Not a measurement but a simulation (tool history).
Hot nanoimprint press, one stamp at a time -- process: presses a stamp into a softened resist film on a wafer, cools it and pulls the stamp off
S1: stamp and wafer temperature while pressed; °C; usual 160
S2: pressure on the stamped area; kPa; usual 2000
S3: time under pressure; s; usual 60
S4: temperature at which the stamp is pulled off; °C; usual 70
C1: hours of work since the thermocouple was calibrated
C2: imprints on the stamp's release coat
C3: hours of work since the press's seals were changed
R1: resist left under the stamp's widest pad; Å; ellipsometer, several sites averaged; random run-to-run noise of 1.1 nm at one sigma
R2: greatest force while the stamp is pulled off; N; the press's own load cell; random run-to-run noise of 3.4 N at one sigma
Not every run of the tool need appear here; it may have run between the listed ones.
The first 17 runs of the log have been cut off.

{"run": 18, "day": 4.371, "S1": 167, "S2": 3000, "S3": 60, "S4": 70, "C1": 292, "C2": 644, "C3": 223, "R1": 1076, "R2": 198}
{"day": 4.75, "done": "stamp cleaned and given a new release coat"}
{"run": 19, "day": 4.829, "S1": 172, "S2": 2610, "S3": 115, "S4": 70, "C1": 296, "C2": 10, "C3": 227, "R1": 659, "R2": 162}
{"run": 20, "day": 5.188, "S1": 172, "S2": 2720, "S3": 50, "S4": 70, "C1": 302, "C2": 54, "C3": 233, "R1": 977, "R2": 170}
{"run": 21, "day": 5.425, "S1": 172, "S2": 2720, "S3": 50, "S4": 70, "C1": 306, "C2": 84, "C3": 237, "R1": 975, "R2": 164}
{"run": 22, "day": 5.588, "S1": 172, "S2": 2770, "S3": 109, "S4": 73, "C1": 309, "C2": 104, "C3": 240, "R1": 669, "R2": 150}
{"day": 5.742, "done": "plate thermocouple calibrated"}
{"run": 23, "day": 5.975, "S1": 160, "S2": 2000, "S3": 34, "S4": 67, "C1": 4, "C2": 137, "C3": 244, "R1": 2259, "R2": 178}
{"run": 24, "day": 6.362, "S1": 160, "S2": 2000, "S3": 60, "S4": 76, "C1": 11, "C2": 185, "C3": 251, "R1": 1781, "R2": 138}
{"run": 25, "day": 6.638, "S1": 171, "S2": 2940, "S3": 60, "S4": 76, "C1": 15, "C2": 220, "C3": 256, "R1": 868, "R2": 143}
{"day": 7.038, "done": "plate thermocouple calibrated, once more"}
{"run": 26, "day": 7.096, "S1": 171, "S2": 2940, "S3": 60, "S4": 76, "C1": 1, "C2": 261, "C3": 261, "R1": 939, "R2": 148}
{"run": 27, "day": 7.308, "S1": 160, "S2": 1740, "S3": 60, "S4": 65, "C1": 5, "C2": 288, "C3": 265, "R1": 2025, "R2": 201}
{"run": 28, "day": 7.488, "S1": 152, "S2": 2670, "S3": 60, "S4": 71, "C1": 8, "C2": 310, "C3": 268, "R1": 2543, "R2": 168}
{"run": 29, "day": 7.725, "S1": 171, "S2": 2090, "S3": 87, "S4": 73, "C1": 12, "C2": 340, "C3": 272, "R1": 928, "R2": 165}
{"run": 30, "day": 7.979, "S1": 162, "S2": 1530, "S3": 30, "S4": 76, "C1": 16, "C2": 372, "C3": 277, "R1": 2576, "R2": 161}
{"run": 31, "day": 8.146, "S1": 160, "S2": 2860, "S3": 60, "S4": 70, "C1": 19, "C2": 392, "C3": 280, "R1": 1618, "R2": 183}

Here are 3 independent what-if runs from the current tool condition. What would each one return?
{"run": "A", "day": 8.529, "S1": 166, "S2": 2000, "S3": 93, "S4": 70, "C1": 26, "C2": 440, "C3": 286, "R1": "?", "R2": "?"}
{"run": "B", "day": 8.529, "S1": 160, "S2": 2000, "S3": 97, "S4": 70, "C1": 26, "C2": 440, "C3": 286, "R1": "?", "R2": "?"}
{"run": "C", "day": 8.529, "S1": 160, "S2": 1550, "S3": 60, "S4": 70, "C1": 26, "C2": 440, "C3": 286, "R1": "?", "R2": "?"}

run=A R1=1171 R2=193
run=B R1=1547 R2=184
run=C R1=2125 R2=187
Take away the tool's hidden state, keep each run's random variation, and the runs would have read:
run=A R1=1178 R2=167
run=B R1=1558 R2=159
run=C R1=2142 R2=162
